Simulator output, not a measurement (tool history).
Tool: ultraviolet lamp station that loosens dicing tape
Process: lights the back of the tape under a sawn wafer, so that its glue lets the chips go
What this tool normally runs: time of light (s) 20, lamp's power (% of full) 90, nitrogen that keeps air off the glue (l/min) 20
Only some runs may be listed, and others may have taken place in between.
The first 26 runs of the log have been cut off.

| run | hour | time of light (s) | lamp's power (% of full) | nitrogen that keeps air off the glue (l/min) | hours of work of the lamp | hours of work since the window was cleaned | force that peels the tape off (N) | light that reached the tape (J/m2) |
|---|---|---|---|---|---|---|---|---|
| 27 | 740.3 | 25 | 89 | 17 | 263 | 230 | 0.240 | 6280 |
| 28 | 761.5 | 19 | 89 | 10 | 277 | 244 | 0.515 | 4760 |
| 29 | 788.5 | 19 | 89 | 10 | 296 | 263 | 0.555 | 4520 |
| 30 | 823.6 | 19 | 89 | 10 | 319 | 287 | 0.555 | 4470 |
| 31 | 854.4 | 37 | 70 | 24 | 340 | 307 | 0.198 | 6760 |
| 32 | 873.4 | 19 | 81 | 20 | 353 | 320 | 0.455 | 3940 |
| 33 | 896.0 | 28 | 83 | 7 | 368 | 336 | 0.477 | 5830 |
| 34 | 925.9 | 28 | 83 | 11 | 389 | 356 | 0.367 | 5740 |
| 35 | 952.5 | 28 | 83 | 11 | 407 | 374 | 0.378 | 5580 |
| 36 | 986.4 | 20 | 76 | 40 | 430 | 397 | 0.347 | 3520 |
| 37 | 1015.0 | 20 | 90 | 32 | 449 | 416 | 0.326 | 4110 |

Below are 4 alternative next runs, each starting from the tool's condition after run 37. Predict each:
| A | 1048.6 | 31 | 97 | 20 | 472 | 439 | ? | ? |
| B | 1048.6 | 38 | 77 | 20 | 472 | 439 | ? | ? |
| C | 1048.6 | 17 | 76 | 25 | 472 | 439 | ? | ? |
| D | 1048.6 | 13 | 70 | 24 | 472 | 439 | ? | ? |

| run | force that peels the tape off (N) | light that reached the tape (J/m2) |
|---|---|---|
| A | 0.229 | 6660 |
| B | 0.214 | 6480 |
| C | 0.626 | 2860 |
| D | 1.033 | 2070 |
Had the tool no hidden state, the same runs would have come out as:
| run | force that peels the tape off (N) | light that reached the tape (J/m2) |
|---|---|---|
| A | 0.185 | 10940 |
| B | 0.168 | 10660 |
| C | 0.291 | 4710 |
| D | 0.510 | 3390 |
